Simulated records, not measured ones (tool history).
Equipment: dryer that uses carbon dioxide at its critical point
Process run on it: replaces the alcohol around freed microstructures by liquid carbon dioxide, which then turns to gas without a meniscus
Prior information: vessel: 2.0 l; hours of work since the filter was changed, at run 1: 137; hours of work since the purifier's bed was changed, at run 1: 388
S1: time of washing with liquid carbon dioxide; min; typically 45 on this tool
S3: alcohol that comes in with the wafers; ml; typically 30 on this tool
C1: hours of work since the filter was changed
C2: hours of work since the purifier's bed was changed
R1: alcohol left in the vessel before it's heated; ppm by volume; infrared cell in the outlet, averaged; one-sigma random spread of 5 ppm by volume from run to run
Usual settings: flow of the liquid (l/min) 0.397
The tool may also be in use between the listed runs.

run 1 hour=0 | S1=45 flow_of_the_liquid_(l/min)=0.397 S3=30 | C1=137 C2=388 | R1=143
run 2 hour=64.5 | S1=45 flow_of_the_liquid_(l/min)=0.397 S3=30 | C1=164 C2=415 | R1=147
run 3 hour=115.6 | S1=45 flow_of_the_liquid_(l/min)=0.397 S3=30 | C1=185 C2=436 | R1=151
run 4 hour=149 | S1=45 flow_of_the_liquid_(l/min)=0.397 S3=30 | C1=198 C2=449 | R1=163
run 5 hour=183.6 | S1=46 flow_of_the_liquid_(l/min)=0.397 S3=30 | C1=213 C2=464 | R1=160
run 6 hour=231.1 | S1=46 flow_of_the_liquid_(l/min)=0.397 S3=30 | C1=232 C2=483 | R1=168
-- hour=244.8 inlet filter changed
run 7 hour=297.9 | S1=46 flow_of_the_liquid_(l/min)=0.397 S3=30 | C1=22 C2=511 | R1=169
run 8 hour=327.5 | S1=46 flow_of_the_liquid_(l/min)=0.397 S3=30 | C1=34 C2=523 | R1=166
run 9 hour=390.9 | S1=46 flow_of_the_liquid_(l/min)=0.397 S3=30 | C1=60 C2=549 | R1=170
run 10 hour=424 | S1=46 flow_of_the_liquid_(l/min)=0.397 S3=30 | C1=74 C2=563 | R1=176
run 11 hour=493.3 | S1=46 flow_of_the_liquid_(l/min)=0.397 S3=30 | C1=103 C2=591 | R1=198
run 12 hour=526.3 | S1=68 flow_of_the_liquid_(l/min)=0.397 S3=30 | C1=116 C2=605 | R1=169
run 13 hour=560.1 | S1=45 flow_of_the_liquid_(l/min)=0.397 S3=27 | C1=130 C2=619 | R1=193
run 14 hour=610.5 | S1=45 flow_of_the_liquid_(l/min)=0.397 S3=30 | C1=151 C2=640 | R1=205
run 15 hour=650.7 | S1=45 flow_of_the_liquid_(l/min)=0.397 S3=30 | C1=168 C2=656 | R1=213
run 16 hour=690.1 | S1=45 flow_of_the_liquid_(l/min)=0.397 S3=30 | C1=184 C2=672 | R1=217
run 17 hour=719.7 | S1=45 flow_of_the_liquid_(l/min)=0.397 S3=30 | C1=196 C2=685 | R1=222
run 18 hour=765.4 | S1=45 flow_of_the_liquid_(l/min)=0.397 S3=30 | C1=215 C2=704 | R1=231
-- hour=822.7 inlet filter changed
run 19 hour=822.7 | S1=45 flow_of_the_liquid_(l/min)=0.397 S3=30 | C1=0 C2=727 | R1=218
run 20 hour=893.5 | S1=45 flow_of_the_liquid_(l/min)=0.549 S3=30 | C1=29 C2=756 | R1=207
run 21 hour=937.5 | S1=45 flow_of_the_liquid_(l/min)=0.549 S3=30 | C1=47 C2=774 | R1=215
run 22 hour=982.1 | S1=45 flow_of_the_liquid_(l/min)=0.549 S3=30 | C1=66 C2=793 | R1=218
run 23 hour=1013.6 | S1=45 flow_of_the_liquid_(l/min)=0.549 S3=30 | C1=79 C2=806 | R1=227
-- hour=1057.6 purifier's bed changed
run 24 hour=1072.6 | S1=45 flow_of_the_liquid_(l/min)=0.549 S3=30 | C1=102 C2=6 | R1=11
run 25 hour=1119.1 | S1=45 flow_of_the_liquid_(l/min)=0.549 S3=30 | C1=121 C2=25 | R1=15
run 26 hour=1164.2 | S1=43 flow_of_the_liquid_(l/min)=0.24 S3=30 | C1=140 C2=44 | R1=397
run 27 hour=1198.5 | S1=45 flow_of_the_liquid_(l/min)=0.34 S3=63 | C1=154 C2=58 | R1=179
run 28 hour=1244.1 | S1=28 flow_of_the_liquid_(l/min)=0.332 S3=72 | C1=173 C2=77 | R1=1516
run 29 hour=1310.3 | S1=27 flow_of_the_liquid_(l/min)=0.264 S3=23 | C1=200 C2=104 | R1=1042
run 30 hour=1342.3 | S1=48 flow_of_the_liquid_(l/min)=0.358 S3=105 | C1=213 C2=118 | R1=211
-- hour=1402.6 inlet filter changed
run 31 hour=1412.4 | S1=39 flow_of_the_liquid_(l/min)=0.324 S3=30 | C1=4 C2=146 | R1=173
run 32 hour=1466 | S1=39 flow_of_the_liquid_(l/min)=0.324 S3=30 | C1=26 C2=168 | R1=196
run 33 hour=1501.1 | S1=39 flow_of_the_liquid_(l/min)=0.324 S3=30 | C1=41 C2=183 | R1=203
run 34 hour=1565.7 | S1=45 flow_of_the_liquid_(l/min)=0.276 S3=34 | C1=67 C2=209 | R1=249
run 35 hour=1620.9 | S1=45 flow_of_the_liquid_(l/min)=0.276 S3=34 | C1=90 C2=232 | R1=271
run 36 hour=1690.1 | S1=67 flow_of_the_liquid_(l/min)=0.547 S3=71 | C1=119 C2=261 | R1=88
run 37 hour=1732.6 | S1=70 flow_of_the_liquid_(l/min)=0.542 S3=87 | C1=136 C2=278 | R1=75
run 38 hour=1763.3 | S1=70 flow_of_the_liquid_(l/min)=0.542 S3=87 | C1=149 C2=291 | R1=78
run 39 hour=1829.3 | S1=59 flow_of_the_liquid_(l/min)=0.248 S3=48 | C1=176 C2=318 | R1=247
run 40 hour=1877.1 | S1=59 flow_of_the_liquid_(l/min)=0.248 S3=48 | C1=196 C2=338 | R1=272
run 41 hour=1936.8 | S1=51 flow_of_the_liquid_(l/min)=0.307 S3=72 | C1=221 C2=363 | R1=306
-- hour=1980.5 inlet filter changed
run 42 hour=1990.8 | S1=29 flow_of_the_liquid_(l/min)=0.477 S3=30 | C1=4 C2=385 | R1=210
run 43 hour=2023.8 | S1=34 flow_of_the_liquid_(l/min)=0.282 S3=86 | C1=18 C2=398 | R1=1364
run 44 hour=2079.7 | S1=29 flow_of_the_liquid_(l/min)=0.399 S3=42 | C1=41 C2=421 | R1=433
run 45 hour=2112.6 | S1=45 flow_of_the_liquid_(l/min)=0.262 S3=26 | C1=55 C2=435 | R1=293
run 46 hour=2147.9 | S1=43 flow_of_the_liquid_(l/min)=0.617 S3=21 | C1=69 C2=449 | R1=120
run 47 hour=2193.5 | S1=45 flow_of_the_liquid_(l/min)=0.397 S3=57 | C1=88 C2=468 | R1=189

Below are 4 alternative next runs, each starting from the tool's condition after run 47. Predict each:
run A hour=2235.1 | S1=45 flow_of_the_liquid_(l/min)=0.397 S3=57 | C1=105 C2=485 | R1=?
run B hour=2235.1 | S1=61 flow_of_the_liquid_(l/min)=0.397 S3=57 | C1=105 C2=485 | R1=?
run C hour=2235.1 | S1=45 flow_of_the_liquid_(l/min)=0.459 S3=57 | C1=105 C2=485 | R1=?
run D hour=2235.1 | S1=37 flow_of_the_liquid_(l/min)=0.394 S3=53 | C1=105 C2=485 | R1=?

run=A R1=196
run=B R1=139
run=C R1=160
run=D R1=301
With the hidden condition removed and each run's random variation left untouched, the same runs would have given:
run=A R1=45
run=B R1=3
run=C R1=19
run=D R1=124

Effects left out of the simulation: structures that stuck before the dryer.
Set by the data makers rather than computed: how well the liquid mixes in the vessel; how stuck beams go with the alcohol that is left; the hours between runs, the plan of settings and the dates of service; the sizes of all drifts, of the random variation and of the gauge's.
